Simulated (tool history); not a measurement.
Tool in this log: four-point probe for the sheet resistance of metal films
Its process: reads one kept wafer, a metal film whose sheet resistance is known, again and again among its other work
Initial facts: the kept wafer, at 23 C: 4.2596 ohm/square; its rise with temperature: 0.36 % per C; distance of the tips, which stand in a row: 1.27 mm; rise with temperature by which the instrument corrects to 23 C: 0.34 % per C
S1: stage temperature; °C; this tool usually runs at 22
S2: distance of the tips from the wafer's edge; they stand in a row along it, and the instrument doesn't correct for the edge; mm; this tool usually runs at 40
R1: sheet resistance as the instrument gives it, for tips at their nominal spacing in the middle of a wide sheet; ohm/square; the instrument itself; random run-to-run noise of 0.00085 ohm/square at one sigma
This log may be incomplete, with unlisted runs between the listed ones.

run   hour  S1  S2        R1
  1      0  22  40  4.314031
  2     54  22  40  4.315024
  3   80.6  22  40  4.314235
  4  131.2  22  40  4.316733
  5  191.9  20  40  4.315107
     204.6  -- stage's thermometer calibrated
  6  226.2  20  40  4.306875
  7    278  20  40  4.307102
  8  307.6  34  37  4.317119

What will run 9 give?
  9  344.7  34  37   ?

{"run 9": {"R1": 4.318376}}
The same run, on a tool lacking any hidden state, would have yielded R1 4.270024 ohm/square.
